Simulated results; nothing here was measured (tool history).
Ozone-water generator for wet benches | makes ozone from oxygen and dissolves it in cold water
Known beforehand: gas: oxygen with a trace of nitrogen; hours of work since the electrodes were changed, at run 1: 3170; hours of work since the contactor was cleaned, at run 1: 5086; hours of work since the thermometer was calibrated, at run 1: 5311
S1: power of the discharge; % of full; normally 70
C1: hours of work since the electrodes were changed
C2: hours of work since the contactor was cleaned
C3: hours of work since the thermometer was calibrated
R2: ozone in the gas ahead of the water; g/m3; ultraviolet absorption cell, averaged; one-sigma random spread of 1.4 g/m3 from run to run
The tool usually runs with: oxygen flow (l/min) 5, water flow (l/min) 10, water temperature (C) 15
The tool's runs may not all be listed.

{"run": 1, "day": 0.0, "S1": 70, "oxygen flow (l/min)": 5, "water flow (l/min)": 10, "water temperature (C)": 15, "C1": 3170, "C2": 5086, "C3": 5311, "dissolved ozone (ppm)": 37.7, "R2": 239.6}
{"run": 2, "day": 2.962, "S1": 70, "oxygen flow (l/min)": 5, "water flow (l/min)": 10, "water temperature (C)": 15, "C1": 3231, "C2": 5147, "C3": 5372, "dissolved ozone (ppm)": 37.4, "R2": 236.7}
{"run": 3, "day": 5.375, "S1": 70, "oxygen flow (l/min)": 4.52, "water flow (l/min)": 10, "water temperature (C)": 15, "C1": 3281, "C2": 5196, "C3": 5422, "dissolved ozone (ppm)": 37, "R2": 244.8}
{"run": 4, "day": 9.054, "S1": 70, "oxygen flow (l/min)": 4.52, "water flow (l/min)": 10, "water temperature (C)": 15, "C1": 3356, "C2": 5272, "C3": 5497, "dissolved ozone (ppm)": 36.8, "R2": 247}
{"run": 5, "day": 11.133, "S1": 70, "oxygen flow (l/min)": 5, "water flow (l/min)": 11, "water temperature (C)": 15, "C1": 3399, "C2": 5315, "C3": 5540, "dissolved ozone (ppm)": 34.7, "R2": 233.8}
{"run": 6, "day": 14.75, "S1": 70, "oxygen flow (l/min)": 5, "water flow (l/min)": 11, "water temperature (C)": 15, "C1": 3473, "C2": 5389, "C3": 5614, "dissolved ozone (ppm)": 34.4, "R2": 236.3}
{"run": 7, "day": 18.375, "S1": 70, "oxygen flow (l/min)": 5, "water flow (l/min)": 10, "water temperature (C)": 15, "C1": 3548, "C2": 5464, "C3": 5689, "dissolved ozone (ppm)": 36.9, "R2": 234.5}
{"run": 8, "day": 21.617, "S1": 70, "oxygen flow (l/min)": 5, "water flow (l/min)": 10, "water temperature (C)": 15, "C1": 3615, "C2": 5530, "C3": 5756, "dissolved ozone (ppm)": 36.7, "R2": 233.3}
{"run": 9, "day": 23.767, "S1": 70, "oxygen flow (l/min)": 5, "water flow (l/min)": 10, "water temperature (C)": 15, "C1": 3659, "C2": 5575, "C3": 5800, "dissolved ozone (ppm)": 36.4, "R2": 231.6}
{"run": 10, "day": 25.575, "S1": 70, "oxygen flow (l/min)": 5, "water flow (l/min)": 10, "water temperature (C)": 15, "C1": 3696, "C2": 5612, "C3": 5837, "dissolved ozone (ppm)": 36.3, "R2": 234.5}
{"day": 25.946, "done": "water thermometer calibrated"}
{"run": 11, "day": 28.75, "S1": 70, "oxygen flow (l/min)": 5, "water flow (l/min)": 10, "water temperature (C)": 15, "C1": 3761, "C2": 5677, "C3": 58, "dissolved ozone (ppm)": 36.3, "R2": 229.8}
{"run": 12, "day": 31.375, "S1": 70, "oxygen flow (l/min)": 5, "water flow (l/min)": 10, "water temperature (C)": 15, "C1": 3815, "C2": 5731, "C3": 112, "dissolved ozone (ppm)": 36.5, "R2": 231.6}
{"run": 13, "day": 35.146, "S1": 70, "oxygen flow (l/min)": 5, "water flow (l/min)": 10, "water temperature (C)": 10, "C1": 3893, "C2": 5808, "C3": 189, "dissolved ozone (ppm)": 39.7, "R2": 231.7}
{"run": 14, "day": 38.446, "S1": 70, "oxygen flow (l/min)": 5, "water flow (l/min)": 10, "water temperature (C)": 10, "C1": 3960, "C2": 5876, "C3": 257, "dissolved ozone (ppm)": 39.3, "R2": 232.5}
{"run": 15, "day": 40.467, "S1": 67, "oxygen flow (l/min)": 5, "water flow (l/min)": 10, "water temperature (C)": 10, "C1": 4002, "C2": 5918, "C3": 299, "dissolved ozone (ppm)": 38.2, "R2": 221.4}
{"run": 16, "day": 43.125, "S1": 67, "oxygen flow (l/min)": 5, "water flow (l/min)": 10, "water temperature (C)": 10, "C1": 4057, "C2": 5972, "C3": 353, "dissolved ozone (ppm)": 38.2, "R2": 222}
{"day": 44.808, "done": "water thermometer calibrated, once more"}
{"run": 17, "day": 46.646, "S1": 67, "oxygen flow (l/min)": 5, "water flow (l/min)": 10, "water temperature (C)": 12, "C1": 4129, "C2": 6044, "C3": 38, "dissolved ozone (ppm)": 36.5, "R2": 221.2}
{"run": 18, "day": 48.65, "S1": 67, "oxygen flow (l/min)": 5, "water flow (l/min)": 10, "water temperature (C)": 12, "C1": 4170, "C2": 6085, "C3": 79, "dissolved ozone (ppm)": 36.9, "R2": 223.3}
{"day": 49.888, "done": "contactor cleaned"}
{"run": 19, "day": 52.404, "S1": 67, "oxygen flow (l/min)": 5, "water flow (l/min)": 10, "water temperature (C)": 9, "C1": 4244, "C2": 52, "C3": 153, "dissolved ozone (ppm)": 41.9, "R2": 221.1}
{"run": 20, "day": 56.296, "S1": 67, "oxygen flow (l/min)": 3.51, "water flow (l/min)": 10, "water temperature (C)": 9, "C1": 4324, "C2": 132, "C3": 233, "dissolved ozone (ppm)": 39.5, "R2": 250.1}
{"run": 21, "day": 59.254, "S1": 67, "oxygen flow (l/min)": 3.51, "water flow (l/min)": 10, "water temperature (C)": 9, "C1": 4384, "C2": 193, "C3": 294, "dissolved ozone (ppm)": 39, "R2": 249.1}
{"run": 22, "day": 61.933, "S1": 67, "oxygen flow (l/min)": 3.51, "water flow (l/min)": 10, "water temperature (C)": 9, "C1": 4440, "C2": 248, "C3": 349, "dissolved ozone (ppm)": 38.8, "R2": 245.8}
{"run": 23, "day": 64.212, "S1": 67, "oxygen flow (l/min)": 3.51, "water flow (l/min)": 10, "water temperature (C)": 9, "C1": 4486, "C2": 295, "C3": 396, "dissolved ozone (ppm)": 39.1, "R2": 245.4}
{"run": 24, "day": 66.833, "S1": 70, "oxygen flow (l/min)": 2.73, "water flow (l/min)": 10, "water temperature (C)": 15, "C1": 4540, "C2": 348, "C3": 449, "dissolved ozone (ppm)": 34.8, "R2": 274.2}
{"run": 25, "day": 70.017, "S1": 41, "oxygen flow (l/min)": 3.68, "water flow (l/min)": 7, "water temperature (C)": 11, "C1": 4606, "C2": 414, "C3": 515, "dissolved ozone (ppm)": 34.2, "R2": 171.7}
{"run": 26, "day": 73.542, "S1": 45, "oxygen flow (l/min)": 4.16, "water flow (l/min)": 7, "water temperature (C)": 11, "C1": 4678, "C2": 486, "C3": 587, "dissolved ozone (ppm)": 35.9, "R2": 174.2}
{"run": 27, "day": 76.804, "S1": 46, "oxygen flow (l/min)": 5, "water flow (l/min)": 10, "water temperature (C)": 15, "C1": 4745, "C2": 554, "C3": 655, "dissolved ozone (ppm)": 28.4, "R2": 165.5}
{"run": 28, "day": 80.242, "S1": 46, "oxygen flow (l/min)": 5, "water flow (l/min)": 10, "water temperature (C)": 15, "C1": 4816, "C2": 624, "C3": 725, "dissolved ozone (ppm)": 28.4, "R2": 165.5}
{"run": 29, "day": 82.467, "S1": 46, "oxygen flow (l/min)": 5, "water flow (l/min)": 13, "water temperature (C)": 15, "C1": 4862, "C2": 670, "C3": 771, "dissolved ozone (ppm)": 23.5, "R2": 165.5}
{"run": 30, "day": 85.012, "S1": 46, "oxygen flow (l/min)": 5, "water flow (l/min)": 13, "water temperature (C)": 15, "C1": 4914, "C2": 722, "C3": 823, "dissolved ozone (ppm)": 23.5, "R2": 165.4}
{"run": 31, "day": 88.817, "S1": 78, "oxygen flow (l/min)": 5, "water flow (l/min)": 6, "water temperature (C)": 15, "C1": 4992, "C2": 801, "C3": 902, "dissolved ozone (ppm)": 52.6, "R2": 238.5}
{"run": 32, "day": 90.717, "S1": 70, "oxygen flow (l/min)": 7.21, "water flow (l/min)": 10, "water temperature (C)": 8, "C1": 5031, "C2": 840, "C3": 941, "dissolved ozone (ppm)": 43.3, "R2": 196.3}

Branching from run 32: 3 alternative next runs. What would each branch give?
{"run": "A", "day": 92.692, "S1": 48, "oxygen flow (l/min)": 7.21, "water flow (l/min)": 10, "water temperature (C)": 8, "C1": 5072, "C2": 880, "C3": 981, "dissolved ozone (ppm)": "?", "R2": "?"}
{"run": "B", "day": 92.692, "S1": 65, "oxygen flow (l/min)": 5, "water flow (l/min)": 10, "water temperature (C)": 15, "C1": 5072, "C2": 880, "C3": 981, "dissolved ozone (ppm)": "?", "R2": "?"}
{"run": "C", "day": 92.692, "S1": 70, "oxygen flow (l/min)": 7.21, "water flow (l/min)": 7, "water temperature (C)": 8, "C1": 5072, "C2": 880, "C3": 981, "dissolved ozone (ppm)": "?", "R2": "?"}

run=A dissolved_ozone_(ppm)=33.5 R2=150.8
run=B dissolved_ozone_(ppm)=35.1 R2=209.2
run=C dissolved_ozone_(ppm)=52.2 R2=193.9
With no hidden state in the tool, these same runs would have given:
run=A dissolved_ozone_(ppm)=39 R2=172.7
run=B dissolved_ozone_(ppm)=42.7 R2=250.6
run=C dissolved_ozone_(ppm)=64 R2=234.7

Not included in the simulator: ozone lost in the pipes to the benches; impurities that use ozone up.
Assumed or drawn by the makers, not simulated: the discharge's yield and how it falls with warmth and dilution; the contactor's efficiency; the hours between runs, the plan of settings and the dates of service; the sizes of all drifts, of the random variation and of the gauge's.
